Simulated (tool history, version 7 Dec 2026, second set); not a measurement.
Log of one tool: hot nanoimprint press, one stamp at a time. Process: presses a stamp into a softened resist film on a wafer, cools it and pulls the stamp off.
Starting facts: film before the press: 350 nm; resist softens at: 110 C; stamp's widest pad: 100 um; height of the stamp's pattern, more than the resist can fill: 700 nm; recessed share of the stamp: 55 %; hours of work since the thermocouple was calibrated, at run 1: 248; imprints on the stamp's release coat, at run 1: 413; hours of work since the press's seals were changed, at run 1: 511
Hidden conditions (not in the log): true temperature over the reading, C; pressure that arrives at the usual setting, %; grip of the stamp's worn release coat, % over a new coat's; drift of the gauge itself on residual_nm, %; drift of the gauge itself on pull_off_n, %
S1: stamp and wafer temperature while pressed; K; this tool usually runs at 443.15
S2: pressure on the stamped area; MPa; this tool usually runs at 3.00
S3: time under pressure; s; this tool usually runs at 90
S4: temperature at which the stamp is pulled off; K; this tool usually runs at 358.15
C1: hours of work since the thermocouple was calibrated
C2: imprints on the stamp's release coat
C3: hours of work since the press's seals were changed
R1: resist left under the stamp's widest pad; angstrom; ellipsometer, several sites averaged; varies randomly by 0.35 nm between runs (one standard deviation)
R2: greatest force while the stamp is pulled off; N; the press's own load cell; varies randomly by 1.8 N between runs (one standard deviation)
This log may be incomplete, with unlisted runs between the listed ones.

run 1 hour=0.0 | S1=443.15 S2=3.00 S3=90 S4=358.15 | C1=248 C2=413 C3=511 | R1=1369 R2=153
run 2 hour=22.2 | S1=443.15 S2=3.00 S3=90 S4=358.15 | C1=262 C2=507 C3=525 | R1=1368 R2=155
run 3 hour=56.3 | S1=443.15 S2=3.00 S3=90 S4=358.15 | C1=283 C2=651 C3=546 | R1=1361 R2=160
run 4 hour=97.3 | S1=443.15 S2=3.00 S3=90 S4=363.15 | C1=308 C2=825 C3=572 | R1=1356 R2=140
run 5 hour=125.9 | S1=443.15 S2=3.00 S3=90 S4=344.15 | C1=326 C2=945 C3=589 | R1=1357 R2=228
run 6 hour=166.8 | S1=443.15 S2=3.00 S3=90 S4=344.15 | C1=352 C2=1119 C3=615 | R1=1350 R2=237
run 7 hour=191.0 | S1=443.15 S2=3.00 S3=90 S4=344.15 | C1=367 C2=1221 C3=630 | R1=1347 R2=240
run 8 hour=216.6 | S1=443.15 S2=3.00 S3=90 S4=344.15 | C1=382 C2=1329 C3=646 | R1=1348 R2=241
run 9 hour=257.3 | S1=443.15 S2=3.00 S3=90 S4=344.15 | C1=408 C2=1501 C3=671 | R1=1351 R2=245
-- hour=293.1 press's hydraulic seals changed and the load cell set to zero
run 10 hour=295.1 | S1=443.15 S2=3.00 S3=102 S4=358.15 | C1=426 C2=1627 C3=1 | R1=1249 R2=183
-- hour=313.3 plate thermocouple calibrated
run 11 hour=321.2 | S1=437.15 S2=3.00 S3=90 S4=358.15 | C1=5 C2=1725 C3=16 | R1=2038 R2=187
-- hour=332.5 stamp cleaned and given a new release coat
run 12 hour=353.5 | S1=437.15 S2=3.00 S3=90 S4=358.15 | C1=21 C2=88 C3=32 | R1=2025 R2=149
run 13 hour=393.6 | S1=437.15 S2=3.00 S3=90 S4=358.15 | C1=46 C2=258 C3=57 | R1=2020 R2=151
run 14 hour=411.2 | S1=443.15 S2=3.00 S3=90 S4=358.15 | C1=57 C2=333 C3=68 | R1=1351 R2=156
run 15 hour=430.2 | S1=443.15 S2=3.00 S3=90 S4=358.15 | C1=69 C2=413 C3=80 | R1=1359 R2=155
run 16 hour=469.0 | S1=443.15 S2=3.07 S3=89 S4=354.15 | C1=93 C2=577 C3=104 | R1=1342 R2=178
run 17 hour=512.3 | S1=443.15 S2=3.07 S3=89 S4=354.15 | C1=120 C2=760 C3=131 | R1=1333 R2=184
run 18 hour=545.7 | S1=440.15 S2=2.56 S3=167 S4=346.15 | C1=141 C2=901 C3=151 | R1=1385 R2=223
run 19 hour=580.9 | S1=443.15 S2=2.58 S3=90 S4=354.15 | C1=163 C2=1050 C3=173 | R1=1437 R2=184
run 20 hour=615.3 | S1=452.15 S2=4.42 S3=65 S4=366.15 | C1=184 C2=1196 C3=195 | R1=687 R2=136
run 21 hour=658.4 | S1=452.15 S2=4.42 S3=65 S4=366.15 | C1=211 C2=1378 C3=221 | R1=685 R2=140
run 22 hour=701.2 | S1=448.15 S2=4.42 S3=91 S4=353.15 | C1=237 C2=1559 C3=248 | R1=772 R2=206
run 23 hour=740.6 | S1=448.15 S2=4.42 S3=91 S4=353.15 | C1=262 C2=1726 C3=272 | R1=767 R2=204
-- hour=750.8 stamp cleaned and given a new release coat
run 24 hour=781.6 | S1=448.15 S2=4.42 S3=91 S4=353.15 | C1=284 C2=130 C3=294 | R1=770 R2=168
run 25 hour=817.8 | S1=452.15 S2=4.42 S3=91 S4=364.15 | C1=306 C2=283 C3=317 | R1=579 R2=126
run 26 hour=854.8 | S1=452.15 S2=4.42 S3=91 S4=364.15 | C1=329 C2=439 C3=340 | R1=582 R2=129
run 27 hour=885.1 | S1=452.15 S2=4.42 S3=91 S4=364.15 | C1=348 C2=567 C3=358 | R1=583 R2=132
run 28 hour=920.8 | S1=445.15 S2=4.62 S3=164 S4=353.15 | C1=370 C2=718 C3=381 | R1=704 R2=183
run 29 hour=947.2 | S1=445.15 S2=4.62 S3=164 S4=353.15 | C1=386 C2=830 C3=397 | R1=704 R2=184
run 30 hour=978.8 | S1=453.15 S2=1.92 S3=149 S4=356.15 | C1=406 C2=964 C3=417 | R1=655 R2=173

Across each entry between runs, compare the hidden state at the last listed run before it with the hidden state at the first listed run after it:
Logged between run 9 and run 10: press's hydraulic seals changed and the load cell set to zero (hour 293.1)
  true temperature over the reading, C: 0.62 -> 0.67; pressure that arrives at the usual setting, %: 97 -> 100.08; grip of the stamp's worn release coat, % over a new coat's: 23.5 -> 25.5
  difference, measured minus the result without the unlogged condition, R1: -40 -> -61 angstrom; R2: +44 -> +34 N
Logged between run 10 and run 11: plate thermocouple calibrated (hour 313.3)
  true temperature over the reading, C: 0.67 -> 0.17; pressure that arrives at the usual setting, %: 100.08 -> 100; grip of the stamp's worn release coat, % over a new coat's: 25.5 -> 27.1
  difference, measured minus the result without the unlogged condition, R1: -61 -> -21 angstrom; R2: +34 -> +39 N
Logged between run 11 and run 12: stamp cleaned and given a new release coat (hour 332.5)
  true temperature over the reading, C: 0.17 -> 0.21; pressure that arrives at the usual setting, %: 100 -> 99.92; grip of the stamp's worn release coat, % over a new coat's: 27.1 -> 1.3
  difference, measured minus the result without the unlogged condition, R1: -21 -> -25 angstrom; R2: +39 -> +1 N
Logged between run 23 and run 24: stamp cleaned and given a new release coat (hour 750.8)
  true temperature over the reading, C: 0.72 -> 0.77; pressure that arrives at the usual setting, %: 98.72 -> 98.61; grip of the stamp's worn release coat, % over a new coat's: 27.1 -> 2
  difference, measured minus the result without the unlogged condition, R1: -32 -> -35 angstrom; R2: +41 -> +0 N

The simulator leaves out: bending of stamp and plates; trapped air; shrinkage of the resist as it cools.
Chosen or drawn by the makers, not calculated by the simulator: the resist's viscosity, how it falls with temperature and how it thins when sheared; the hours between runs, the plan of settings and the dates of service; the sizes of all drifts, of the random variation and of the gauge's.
